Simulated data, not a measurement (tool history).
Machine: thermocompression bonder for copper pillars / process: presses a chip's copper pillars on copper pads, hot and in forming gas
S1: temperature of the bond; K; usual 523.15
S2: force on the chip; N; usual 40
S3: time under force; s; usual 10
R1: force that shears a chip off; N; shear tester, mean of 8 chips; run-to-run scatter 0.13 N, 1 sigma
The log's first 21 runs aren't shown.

run 22 hour=188.2 | S1=523.15 S2=43 S3=10 | R1=54.8
run 23 hour=197.8 | S1=537.15 S2=40 S3=10 | R1=58.6
run 24 hour=203 | S1=548.15 S2=40 S3=10 | R1=63.3
run 25 hour=214.4 | S1=537.15 S2=40 S3=18 | R1=66.9
run 26 hour=223.1 | S1=518.15 S2=32 S3=10 | R1=41.7
run 27 hour=233.2 | S1=518.15 S2=32 S3=10 | R1=42
run 28 hour=242.5 | S1=518.15 S2=32 S3=10 | R1=41.9
run 29 hour=254.8 | S1=542.15 S2=51 S3=12 | R1=70.4
-- hour=257.2 force cell calibrated
run 30 hour=267.9 | S1=551.15 S2=28 S3=10 | R1=52.5
run 31 hour=278.7 | S1=531.15 S2=34 S3=8 | R1=46.7
run 32 hour=287.4 | S1=531.15 S2=34 S3=8 | R1=46.8
run 33 hour=296.6 | S1=523.15 S2=26 S3=21 | R1=47.6
run 34 hour=307.5 | S1=523.15 S2=26 S3=12 | R1=39.8
run 35 hour=315.4 | S1=523.15 S2=26 S3=12 | R1=39.6
run 36 hour=326 | S1=520.15 S2=25 S3=12 | R1=37
-- hour=328.4 force cell calibrated, once more
run 37 hour=332.6 | S1=552.15 S2=25 S3=13 | R1=52.1
run 38 hour=337.8 | S1=523.15 S2=28 S3=10 | R1=38.9
run 39 hour=346.2 | S1=524.15 S2=28 S3=10 | R1=39.6
run 40 hour=352.6 | S1=524.15 S2=28 S3=10 | R1=39.3
run 41 hour=364.7 | S1=524.15 S2=28 S3=12 | R1=42

What if the next run were any one of these 3? Each begins from the tool's condition after run 41:
run A hour=370.5 | S1=522.15 S2=36 S3=9 | R1=?
run B hour=370.5 | S1=524.15 S2=31 S3=27 | R1=?
run C hour=370.5 | S1=548.15 S2=42 S3=6 | R1=?

run=A R1=45.5
run=B R1=57.8
run=C R1=56.9
Stripped of hidden state, with their random variation kept, the same runs would have yielded:
run=A R1=47.1
run=B R1=59.6
run=C R1=58.6
